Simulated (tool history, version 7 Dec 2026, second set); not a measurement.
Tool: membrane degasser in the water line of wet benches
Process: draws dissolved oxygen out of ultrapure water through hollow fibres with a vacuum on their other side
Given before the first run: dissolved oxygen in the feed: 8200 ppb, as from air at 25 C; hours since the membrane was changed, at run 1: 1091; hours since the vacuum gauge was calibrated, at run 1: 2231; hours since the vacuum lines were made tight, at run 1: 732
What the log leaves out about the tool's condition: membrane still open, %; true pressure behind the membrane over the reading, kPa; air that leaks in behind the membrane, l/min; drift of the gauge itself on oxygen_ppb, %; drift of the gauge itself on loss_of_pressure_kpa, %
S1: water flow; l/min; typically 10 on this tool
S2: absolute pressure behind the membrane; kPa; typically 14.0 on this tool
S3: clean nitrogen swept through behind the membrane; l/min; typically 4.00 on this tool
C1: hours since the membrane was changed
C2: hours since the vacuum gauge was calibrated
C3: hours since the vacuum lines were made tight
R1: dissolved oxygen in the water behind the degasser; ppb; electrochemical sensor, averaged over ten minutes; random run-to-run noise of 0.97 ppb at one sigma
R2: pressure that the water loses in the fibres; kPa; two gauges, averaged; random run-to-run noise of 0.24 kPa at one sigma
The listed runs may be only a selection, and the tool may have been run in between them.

Run 1, hour 0.0: usual settings; C1 1091; C2 2231; C3 732. Result: R1 94.0 ppb, R2 62.10 kPa.
Run 2, hour 55.2: usual settings; C1 1146; C2 2286; C3 787. Result: R1 93.8 ppb, R2 61.74 kPa.
Run 3, hour 103.3: usual settings; C1 1194; C2 2334; C3 835. Result: R1 93.8 ppb, R2 61.85 kPa.
Run 4, hour 178.9: usual settings; C1 1270; C2 2410; C3 910. Result: R1 96.0 ppb, R2 62.10 kPa.
Run 5, hour 238.4: usual settings; C1 1329; C2 2469; C3 970. Result: R1 96.4 ppb, R2 62.16 kPa.
Run 6, hour 278.5: usual settings; C1 1369; C2 2509; C3 1010. Result: R1 94.4 ppb, R2 61.60 kPa.
Run 7, hour 340.7: usual settings; C1 1432; C2 2571; C3 1072. Result: R1 96.0 ppb, R2 61.76 kPa.
At hour 344.6: vacuum gauge calibrated.
Run 8, hour 402.3: usual settings; C1 1493; C2 58; C3 1133. Result: R1 93.7 ppb, R2 62.10 kPa.
Run 9, hour 459.7: usual settings; C1 1550; C2 115; C3 1191. Result: R1 95.6 ppb, R2 61.74 kPa.
Run 10, hour 494.3: usual settings; C1 1585; C2 150; C3 1225. Result: R1 94.1 ppb, R2 61.48 kPa.
Run 11, hour 568.6: usual settings but S2 11.1 kPa; C1 1659; C2 224; C3 1300. Result: R1 77.8 ppb, R2 62.14 kPa.
Run 12, hour 641.8: usual settings but S2 11.1 kPa; C1 1732; C2 297; C3 1373. Result: R1 77.1 ppb, R2 62.32 kPa.
Run 13, hour 677.1: usual settings; C1 1767; C2 332; C3 1408. Result: R1 94.4 ppb, R2 62.02 kPa.
Run 14, hour 759.6: usual settings but S1 13 l/min, S2 19.8 kPa, S3 1.74 l/min; C1 1850; C2 415; C3 1491. Result: R1 378.3 ppb, R2 80.47 kPa.
At hour 780.5: vacuum gauge calibrated, once more.
Run 15, hour 815.8: usual settings but S1 13 l/min, S2 19.8 kPa, S3 1.74 l/min; C1 1906; C2 35; C3 1546. Result: R1 374.2 ppb, R2 80.93 kPa.
Run 16, hour 874.8: usual settings but S1 14 l/min, S2 32.6 kPa, S3 5.32 l/min; C1 1965; C2 94; C3 1605. Result: R1 300.6 ppb, R2 86.86 kPa.
Run 17, hour 933.1: usual settings but S1 12 l/min, S2 26.2 kPa, S3 2.18 l/min; C1 2023; C2 153; C3 1664. Result: R1 357.4 ppb, R2 74.23 kPa.
Run 18, hour 970.1: usual settings but S2 11.5 kPa; C1 2060; C2 190; C3 1701. Result: R1 77.6 ppb, R2 61.78 kPa.
Run 19, hour 1032.4: usual settings but S1 8 l/min, S2 14.1 kPa, S3 6.93 l/min; C1 2122; C2 252; C3 1763. Result: R1 39.7 ppb, R2 49.81 kPa.
Run 20, hour 1093.2: usual settings but S1 8 l/min, S2 14.1 kPa, S3 6.93 l/min; C1 2183; C2 313; C3 1824. Result: R1 40.0 ppb, R2 49.74 kPa.
Run 21, hour 1129.1: usual settings but S1 8 l/min, S2 14.1 kPa, S3 6.93 l/min; C1 2219; C2 349; C3 1860. Result: R1 40.2 ppb, R2 49.48 kPa.
Run 22, hour 1199.4: usual settings but S1 6 l/min, S3 2.48 l/min; C1 2289; C2 419; C3 1930. Result: R1 68.9 ppb, R2 37.08 kPa.
Run 23, hour 1266.5: usual settings but S1 14 l/min, S2 9.2 kPa, S3 1.70 l/min; C1 2356; C2 486; C3 1997. Result: R1 229.9 ppb, R2 87.11 kPa.
Run 24, hour 1334.3: usual settings but S1 11 l/min, S2 20.2 kPa, S3 3.96 l/min; C1 2424; C2 554; C3 2065. Result: R1 158.1 ppb, R2 68.67 kPa.
Run 25, hour 1406.1: usual settings but S1 6 l/min, S2 16.4 kPa, S3 3.96 l/min; C1 2496; C2 626; C3 2137. Result: R1 52.3 ppb, R2 37.17 kPa.
Run 26, hour 1464.4: usual settings but S1 14 l/min, S3 2.13 l/min; C1 2554; C2 684; C3 2195. Result: R1 281.5 ppb, R2 87.18 kPa.

Difference, measured minus no-hidden-state, one row per run. Run-to-run variation is common to both terms; the gauge's own scatter need not be:
run    R1     R2
  1  +1.3  +0.21
  2  +1.4  +0.22
  3  +1.4  +0.23
  4  +1.5  +0.25
  5  +1.6  +0.26
  6  +1.6  +0.26
  7  +1.7  +0.28
  8  +1.7  +0.30
  9  +1.9  +0.30
 10  +1.9  +0.30
 11  +1.8  +0.32
 12  +1.8  +0.34
 13  +2.0  +0.35
 14  +5.8  +0.48
 15  +4.9  +0.49
 16  +5.0  +0.55
 17  +5.3  +0.48
 18  +1.8  +0.41
 19  +1.0  +0.34
 20  +1.0  +0.35
 21  +1.1  +0.36
 22  +2.0  +0.27
 23  +4.7  +0.65
 24  +3.6  +0.53
 25  +1.7  +0.30
 26  +5.9  +0.72
